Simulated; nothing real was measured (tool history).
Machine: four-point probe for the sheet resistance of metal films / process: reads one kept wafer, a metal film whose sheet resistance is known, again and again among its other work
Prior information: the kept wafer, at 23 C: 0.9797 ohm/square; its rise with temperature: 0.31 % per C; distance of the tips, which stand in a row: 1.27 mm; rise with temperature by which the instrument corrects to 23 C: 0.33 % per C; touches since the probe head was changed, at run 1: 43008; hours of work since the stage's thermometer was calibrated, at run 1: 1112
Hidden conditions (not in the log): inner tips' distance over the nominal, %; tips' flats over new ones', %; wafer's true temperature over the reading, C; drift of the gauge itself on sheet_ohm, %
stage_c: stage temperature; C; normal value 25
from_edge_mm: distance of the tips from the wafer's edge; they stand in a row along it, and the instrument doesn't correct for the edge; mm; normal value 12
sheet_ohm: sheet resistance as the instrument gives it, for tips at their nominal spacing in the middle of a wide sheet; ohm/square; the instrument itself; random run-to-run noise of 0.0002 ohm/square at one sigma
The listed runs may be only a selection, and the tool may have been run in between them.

run     day  stage_c  from_edge_mm  touches since the probe head was changed  hours of work since the stage's thermometer was calibrated  sheet_ohm
  1   0.000       25            12                                     43008                                                        1112   0.990830
  2   2.638       25            12                                     45817                                                        1150   0.991244
  3   3.825       25            28                                     47082                                                        1166   0.985717
  4   6.046       25            28                                     49450                                                        1198   0.985764
  5   7.808       25            12                                     51327                                                        1223   0.990534
  6   9.121       25            12                                     52727                                                        1242   0.990774
      9.358  -- stage's thermometer calibrated
  7  10.929       25            12                                     54633                                                          22   0.990893
  8  12.850       25            12                                     56677                                                          49   0.990765
  9  14.546       25            12                                     58484                                                          74   0.990958

Predict the results of run 10:
 10  17.275       26            21                                     61392                                                         112          ?

Run 10 yielded sheet_ohm 0.986579 ohm/square.
Had the tool carried no hidden state, the very same run would have given sheet_ohm 0.981071 ohm/square.

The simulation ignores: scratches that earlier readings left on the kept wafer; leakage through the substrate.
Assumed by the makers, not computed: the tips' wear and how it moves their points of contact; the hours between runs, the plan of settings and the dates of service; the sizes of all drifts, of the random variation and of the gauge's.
